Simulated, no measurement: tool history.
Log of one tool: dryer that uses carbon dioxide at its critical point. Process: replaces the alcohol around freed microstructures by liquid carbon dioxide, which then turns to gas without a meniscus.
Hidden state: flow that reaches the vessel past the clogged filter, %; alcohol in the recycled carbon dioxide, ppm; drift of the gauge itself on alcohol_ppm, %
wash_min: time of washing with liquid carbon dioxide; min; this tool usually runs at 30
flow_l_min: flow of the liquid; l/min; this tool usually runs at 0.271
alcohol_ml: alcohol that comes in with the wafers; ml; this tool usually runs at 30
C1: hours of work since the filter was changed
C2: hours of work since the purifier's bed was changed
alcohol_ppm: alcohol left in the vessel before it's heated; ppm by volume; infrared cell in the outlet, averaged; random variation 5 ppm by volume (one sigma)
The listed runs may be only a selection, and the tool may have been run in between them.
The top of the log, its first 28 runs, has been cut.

{"run": 29, "day": 11.642, "wash_min": 40, "flow_l_min": 0.183, "alcohol_ml": 30, "C1": 140, "C2": 553, "alcohol_ppm": 205}
{"run": 30, "day": 11.883, "wash_min": 37, "flow_l_min": 0.217, "alcohol_ml": 57, "C1": 144, "C2": 557, "alcohol_ppm": 206}
{"run": 31, "day": 12.388, "wash_min": 37, "flow_l_min": 0.217, "alcohol_ml": 93, "C1": 153, "C2": 566, "alcohol_ppm": 318}
{"run": 32, "day": 12.629, "wash_min": 27, "flow_l_min": 0.271, "alcohol_ml": 30, "C1": 157, "C2": 571, "alcohol_ppm": 200}
{"run": 33, "day": 12.871, "wash_min": 18, "flow_l_min": 0.29, "alcohol_ml": 49, "C1": 161, "C2": 575, "alcohol_ppm": 1025}
{"run": 34, "day": 13.304, "wash_min": 18, "flow_l_min": 0.29, "alcohol_ml": 49, "C1": 169, "C2": 582, "alcohol_ppm": 1044}
{"run": 35, "day": 13.558, "wash_min": 18, "flow_l_min": 0.457, "alcohol_ml": 29, "C1": 173, "C2": 587, "alcohol_ppm": 134}
{"run": 36, "day": 14.008, "wash_min": 19, "flow_l_min": 0.441, "alcohol_ml": 29, "C1": 181, "C2": 595, "alcohol_ppm": 116}

Predict each of these 5 candidate next runs independently; none follows another, all start after run 36:
{"run": "A", "day": 14.279, "wash_min": 26, "flow_l_min": 0.439, "alcohol_ml": 24, "C1": 186, "C2": 600, "alcohol_ppm": "?"}
{"run": "B", "day": 14.279, "wash_min": 41, "flow_l_min": 0.392, "alcohol_ml": 39, "C1": 186, "C2": 600, "alcohol_ppm": "?"}
{"run": "C", "day": 14.279, "wash_min": 30, "flow_l_min": 0.42, "alcohol_ml": 30, "C1": 186, "C2": 600, "alcohol_ppm": "?"}
{"run": "D", "day": 14.279, "wash_min": 19, "flow_l_min": 0.441, "alcohol_ml": 34, "C1": 186, "C2": 600, "alcohol_ppm": "?"}
{"run": "E", "day": 14.279, "wash_min": 22, "flow_l_min": 0.271, "alcohol_ml": 40, "C1": 186, "C2": 600, "alcohol_ppm": "?"}

run=A alcohol_ppm=89
run=B alcohol_ppm=74
run=C alcohol_ppm=89
run=D alcohol_ppm=138
run=E alcohol_ppm=575
Without the tool's hidden state the same runs would have given:
run=A alcohol_ppm=13
run=B alcohol_ppm=0
run=C alcohol_ppm=13
run=D alcohol_ppm=32
run=E alcohol_ppm=287

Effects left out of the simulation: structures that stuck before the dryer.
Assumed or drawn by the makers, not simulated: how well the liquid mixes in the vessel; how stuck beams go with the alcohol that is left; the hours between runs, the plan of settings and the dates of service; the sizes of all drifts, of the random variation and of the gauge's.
